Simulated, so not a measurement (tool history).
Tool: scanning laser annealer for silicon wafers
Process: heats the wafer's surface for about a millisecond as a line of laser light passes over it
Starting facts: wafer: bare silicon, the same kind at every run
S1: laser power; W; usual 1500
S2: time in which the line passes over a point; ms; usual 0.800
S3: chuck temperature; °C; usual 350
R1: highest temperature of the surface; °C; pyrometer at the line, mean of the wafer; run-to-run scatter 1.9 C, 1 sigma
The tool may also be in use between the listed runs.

run	day	S1	S2	S3	R1
1	0.000	1500	0.800	350	1083
2	0.392	1500	0.800	350	1084
3	0.804	1332	0.800	350	981
4	1.100	1500	0.800	350	1082
5	1.454	1500	0.800	350	1084
6	1.679	1500	0.972	350	1164
7	2.083	1500	0.972	350	1167
8	2.258	1500	0.972	350	1167
9	2.642	1500	0.730	350	1042
10	2.958	1504	0.800	350	1083
11	3.362	1504	0.800	350	1085
12	3.612	1514	0.800	350	1090
13	3.875	1500	0.583	350	962
14	4.296	1377	0.627	338	911
15	4.712	1293	0.701	365	926
16	4.954	1293	0.709	365	930

Forecast run 17:
17	5.188	1534	0.611	320	?

Run 17 gave R1 960 °C.
Take away the tool's hidden state, keep the run-to-run variation as it was, and the same run would have given R1 1003 °C.

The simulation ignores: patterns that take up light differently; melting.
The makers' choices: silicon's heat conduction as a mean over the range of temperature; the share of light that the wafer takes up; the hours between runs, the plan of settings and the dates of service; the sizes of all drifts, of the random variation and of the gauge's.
